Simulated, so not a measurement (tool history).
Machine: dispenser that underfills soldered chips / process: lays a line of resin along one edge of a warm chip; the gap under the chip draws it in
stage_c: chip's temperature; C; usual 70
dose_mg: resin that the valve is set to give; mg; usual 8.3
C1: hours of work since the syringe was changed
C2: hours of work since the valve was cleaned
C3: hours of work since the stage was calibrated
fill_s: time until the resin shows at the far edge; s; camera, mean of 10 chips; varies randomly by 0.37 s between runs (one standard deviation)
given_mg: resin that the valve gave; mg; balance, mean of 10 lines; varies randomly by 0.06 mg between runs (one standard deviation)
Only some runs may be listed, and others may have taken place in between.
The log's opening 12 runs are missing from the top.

{"hour": 134.6, "done": "new syringe of resin"}
{"hour": 142.7, "done": "new syringe of resin"}
{"run": 13, "hour": 143.7, "stage_c": 62, "dose_mg": 8.3, "C1": 1, "C2": 72, "C3": 323, "fill_s": 33.7, "given_mg": 7.76}
{"run": 14, "hour": 150.2, "stage_c": 70, "dose_mg": 8.3, "C1": 6, "C2": 77, "C3": 328, "fill_s": 29.8, "given_mg": 7.67}
{"hour": 151.7, "done": "new syringe of resin"}
{"hour": 160.7, "done": "new syringe of resin"}
{"run": 15, "hour": 163.3, "stage_c": 70, "dose_mg": 8.6, "C1": 2, "C2": 87, "C3": 338, "fill_s": 25.7, "given_mg": 8}
{"hour": 170.0, "done": "new syringe of resin"}
{"hour": 178.4, "done": "new syringe of resin"}
{"run": 16, "hour": 178.4, "stage_c": 75, "dose_mg": 8.3, "C1": 0, "C2": 98, "C3": 349, "fill_s": 19.8, "given_mg": 7.54}
{"hour": 187.3, "done": "new syringe of resin"}
{"run": 17, "hour": 194.2, "stage_c": 75, "dose_mg": 8.3, "C1": 5, "C2": 111, "C3": 362, "fill_s": 24.8, "given_mg": 7.43}
{"hour": 196.3, "done": "new syringe of resin"}
{"run": 18, "hour": 201.8, "stage_c": 75, "dose_mg": 8.3, "C1": 4, "C2": 116, "C3": 367, "fill_s": 22.9, "given_mg": 7.58}
{"hour": 205.4, "done": "new syringe of resin"}
{"hour": 208.6, "done": "dispensing valve cleaned and set on the balance"}
{"hour": 214.7, "done": "new syringe of resin"}
{"run": 19, "hour": 214.7, "stage_c": 66, "dose_mg": 8.3, "C1": 0, "C2": 5, "C3": 376, "fill_s": 26.6, "given_mg": 8.22}
{"hour": 224.2, "done": "new syringe of resin"}
{"run": 20, "hour": 226.5, "stage_c": 70, "dose_mg": 8.78, "C1": 2, "C2": 14, "C3": 385, "fill_s": 25.3, "given_mg": 8.54}
{"hour": 232.9, "done": "new syringe of resin"}
{"run": 21, "hour": 236.4, "stage_c": 71, "dose_mg": 9.82, "C1": 3, "C2": 21, "C3": 393, "fill_s": 25.1, "given_mg": 9.62}
{"hour": 242.0, "done": "new syringe of resin"}
{"hour": 250.6, "done": "new syringe of resin"}
{"run": 22, "hour": 253.0, "stage_c": 71, "dose_mg": 9.82, "C1": 2, "C2": 34, "C3": 405, "fill_s": 24.3, "given_mg": 9.5}
{"hour": 259.2, "done": "new syringe of resin"}
{"run": 23, "hour": 266.6, "stage_c": 79, "dose_mg": 9.11, "C1": 6, "C2": 44, "C3": 416, "fill_s": 21.2, "given_mg": 8.72}
{"hour": 267.7, "done": "new syringe of resin"}
{"hour": 276.0, "done": "new syringe of resin"}
{"run": 24, "hour": 279.4, "stage_c": 77, "dose_mg": 8.01, "C1": 3, "C2": 54, "C3": 425, "fill_s": 20.6, "given_mg": 7.73}
{"hour": 284.1, "done": "new syringe of resin"}
{"hour": 293.1, "done": "new syringe of resin"}
{"run": 25, "hour": 293.5, "stage_c": 68, "dose_mg": 7.84, "C1": 0, "C2": 64, "C3": 436, "fill_s": 26.6, "given_mg": 7.43}
{"hour": 301.3, "done": "new syringe of resin"}
{"run": 26, "hour": 306.0, "stage_c": 68, "dose_mg": 7.84, "C1": 4, "C2": 74, "C3": 446, "fill_s": 31.6, "given_mg": 7.36}
{"hour": 309.7, "done": "new syringe of resin"}
{"hour": 318.7, "done": "new syringe of resin"}
{"run": 27, "hour": 322.7, "stage_c": 56, "dose_mg": 7.55, "C1": 3, "C2": 87, "C3": 458, "fill_s": 50.8, "given_mg": 6.96}
{"hour": 327.0, "done": "new syringe of resin"}
{"run": 28, "hour": 329.9, "stage_c": 70, "dose_mg": 8.37, "C1": 2, "C2": 92, "C3": 464, "fill_s": 26.6, "given_mg": 7.73}
{"hour": 336.1, "done": "new syringe of resin"}
{"run": 29, "hour": 337.6, "stage_c": 63, "dose_mg": 9.05, "C1": 1, "C2": 98, "C3": 469, "fill_s": 33.1, "given_mg": 8.23}
{"hour": 344.2, "done": "new syringe of resin"}
{"run": 30, "hour": 347.5, "stage_c": 72, "dose_mg": 8.3, "C1": 3, "C2": 105, "C3": 477, "fill_s": 25.2, "given_mg": 7.54}
{"hour": 352.4, "done": "new syringe of resin"}
{"run": 31, "hour": 358.7, "stage_c": 72, "dose_mg": 8.3, "C1": 5, "C2": 114, "C3": 486, "fill_s": 28.9, "given_mg": 7.49}
{"hour": 361.1, "done": "new syringe of resin"}
{"hour": 368.2, "done": "dispensing valve cleaned and set on the balance"}
{"hour": 370.8, "done": "new syringe of resin"}
{"run": 32, "hour": 375.8, "stage_c": 78, "dose_mg": 8.66, "C1": 4, "C2": 6, "C3": 498, "fill_s": 21.6, "given_mg": 8.61}

5 ways to go on from here, each from the tool as it stands after run 32. What would each give?
{"hour": 379.7, "done": "new syringe of resin"}
{"hour": 387.9, "done": "new syringe of resin"}
{"run": "A", "hour": 389.1, "stage_c": 58, "dose_mg": 9.84, "C1": 1, "C2": 16, "C3": 508, "fill_s": "?", "given_mg": "?"}
{"hour": 379.7, "done": "new syringe of resin"}
{"hour": 387.9, "done": "new syringe of resin"}
{"run": "B", "hour": 389.1, "stage_c": 85, "dose_mg": 8.66, "C1": 1, "C2": 16, "C3": 508, "fill_s": "?", "given_mg": "?"}
{"hour": 379.7, "done": "new syringe of resin"}
{"hour": 387.9, "done": "new syringe of resin"}
{"run": "C", "hour": 389.1, "stage_c": 72, "dose_mg": 9.73, "C1": 1, "C2": 16, "C3": 508, "fill_s": "?", "given_mg": "?"}
{"hour": 379.7, "done": "new syringe of resin"}
{"hour": 387.9, "done": "new syringe of resin"}
{"run": "D", "hour": 389.1, "stage_c": 70, "dose_mg": 7.44, "C1": 1, "C2": 16, "C3": 508, "fill_s": "?", "given_mg": "?"}
{"hour": 379.7, "done": "new syringe of resin"}
{"hour": 387.9, "done": "new syringe of resin"}
{"run": "E", "hour": 389.1, "stage_c": 58, "dose_mg": 10.03, "C1": 1, "C2": 16, "C3": 508, "fill_s": "?", "given_mg": "?"}

run=A fill_s=41.1 given_mg=9.9
run=B fill_s=13.3 given_mg=8.54
run=C fill_s=22.3 given_mg=9.58
run=D fill_s=25.6 given_mg=7.35
run=E fill_s=40.8 given_mg=9.92
With no hidden state in the tool, these same runs would have given:
run=A fill_s=35 given_mg=10.02
run=B fill_s=11.5 given_mg=8.65
run=C fill_s=19.1 given_mg=9.7
run=D fill_s=22 given_mg=7.44
run=E fill_s=34.8 given_mg=10.05

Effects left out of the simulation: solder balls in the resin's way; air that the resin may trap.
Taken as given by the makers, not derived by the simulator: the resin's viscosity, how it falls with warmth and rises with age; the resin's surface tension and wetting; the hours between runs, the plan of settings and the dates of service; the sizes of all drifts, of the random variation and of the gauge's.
